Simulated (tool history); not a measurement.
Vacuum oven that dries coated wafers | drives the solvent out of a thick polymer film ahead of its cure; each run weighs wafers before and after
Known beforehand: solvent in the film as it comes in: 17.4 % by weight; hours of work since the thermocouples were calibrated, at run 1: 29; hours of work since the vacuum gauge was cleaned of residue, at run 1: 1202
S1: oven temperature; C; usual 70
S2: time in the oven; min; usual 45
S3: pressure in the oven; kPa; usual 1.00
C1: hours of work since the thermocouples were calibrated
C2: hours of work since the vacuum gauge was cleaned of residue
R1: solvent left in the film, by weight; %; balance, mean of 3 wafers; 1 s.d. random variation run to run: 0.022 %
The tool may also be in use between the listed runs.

| run | day | S1 | S2 | S3 | C1 | C2 | R1 |
|---|---|---|---|---|---|---|---|
| 1 | 0.000 | 70 | 45 | 1.00 | 29 | 1202 | 1.67 |
| 2 | 2.917 | 70 | 45 | 1.00 | 67 | 1239 | 1.67 |
|  | 5.512 | vacuum gauge cleaned of residue and calibrated |
| 3 | 5.512 | 77 | 45 | 1.00 | 99 | 0 | 0.63 |
| 4 | 8.917 | 77 | 45 | 1.00 | 142 | 43 | 0.63 |
| 5 | 12.375 | 70 | 45 | 1.00 | 186 | 87 | 1.62 |
| 6 | 16.738 | 70 | 45 | 1.00 | 242 | 143 | 1.65 |
|  | 17.162 | vacuum gauge cleaned of residue and calibrated, once more |
| 7 | 19.267 | 70 | 45 | 1.07 | 273 | 27 | 1.47 |
| 8 | 22.650 | 70 | 45 | 1.07 | 316 | 70 | 1.52 |
| 9 | 25.100 | 70 | 45 | 1.07 | 348 | 101 | 1.46 |
| 10 | 28.275 | 67 | 36 | 0.56 | 388 | 142 | 2.97 |
| 11 | 32.292 | 67 | 36 | 0.56 | 439 | 193 | 2.94 |
| 12 | 34.496 | 76 | 74 | 0.56 | 467 | 221 | 0.17 |
| 13 | 36.942 | 59 | 34 | 1.37 | 498 | 252 | 6.39 |
| 14 | 40.983 | 59 | 49 | 1.37 | 550 | 303 | 4.55 |
| 15 | 44.433 | 77 | 30 | 1.42 | 594 | 347 | 1.13 |
| 16 | 46.442 | 65 | 22 | 1.28 | 619 | 373 | 6.14 |

Run 17 has not been measured yet. What should we expect?
| 17 | 48.946 | 65 | 22 | 1.28 | 651 | 405 | ? |

{"run 17": {"R1": 6.08}}
Had the tool carried no hidden state, the very same run would have given R1 6.58 %.

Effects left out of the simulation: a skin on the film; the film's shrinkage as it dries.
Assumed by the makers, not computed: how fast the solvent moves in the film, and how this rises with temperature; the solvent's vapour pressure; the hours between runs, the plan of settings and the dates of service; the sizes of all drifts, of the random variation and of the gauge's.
